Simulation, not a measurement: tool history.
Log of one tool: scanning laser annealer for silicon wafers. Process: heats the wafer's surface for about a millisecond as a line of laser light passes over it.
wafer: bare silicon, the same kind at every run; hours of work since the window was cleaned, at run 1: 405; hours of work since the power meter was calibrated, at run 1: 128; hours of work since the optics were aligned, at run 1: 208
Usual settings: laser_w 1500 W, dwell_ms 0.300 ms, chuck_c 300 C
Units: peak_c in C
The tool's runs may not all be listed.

run,hour,laser_w,dwell_ms,chuck_c,hours of work since the window was cleaned,hours of work since the power meter was calibrated,hours of work since the optics were aligned,peak_c
1,0.0,1500,0.300,300,405,128,208,998
2,6.2,1500,0.300,319,409,131,212,1012
3,16.1,1500,0.300,319,414,137,217,1014
4,22.0,1500,0.300,264,417,140,220,960
5,28.5,1500,0.300,264,421,143,224,958
6,37.0,1500,0.264,300,425,148,229,946
7,42.9,1502,0.264,300,429,151,232,947
# hour 48.6: optics aligned, line set to its width
8,55.6,1500,0.308,300,433,156,4,1000
9,61.9,1500,0.308,300,436,159,7,1005
10,71.3,1500,0.300,286,441,164,12,979
11,80.6,1500,0.300,286,446,169,17,981
# hour 90.0: optics aligned, line set to its width, once more
12,94.9,1429,0.271,281,451,174,3,908
13,104.1,1500,0.300,265,457,179,8,959
14,111.7,1500,0.300,265,461,183,12,960
15,116.9,1500,0.341,272,464,186,15,1016
16,122.7,1329,0.282,303,467,189,18,895
17,133.9,1500,0.300,282,473,195,24,975
18,142.1,1500,0.240,280,477,200,28,891
19,149.4,1463,0.303,300,481,204,32,982
20,156.1,1463,0.242,330,485,208,36,928
21,163.2,1463,0.242,330,489,211,40,925

Forecast each of these 3 alternatives for the next run:
A,170.9,1368,0.357,317,493,216,44,?
B,170.9,1549,0.235,293,493,216,44,?
C,170.9,1604,0.218,328,493,216,44,?

run,peak_c
A,1013
B,914
C,943
Without the tool's hidden state the same runs would have given:
run,peak_c
A,1034
B,932
C,961
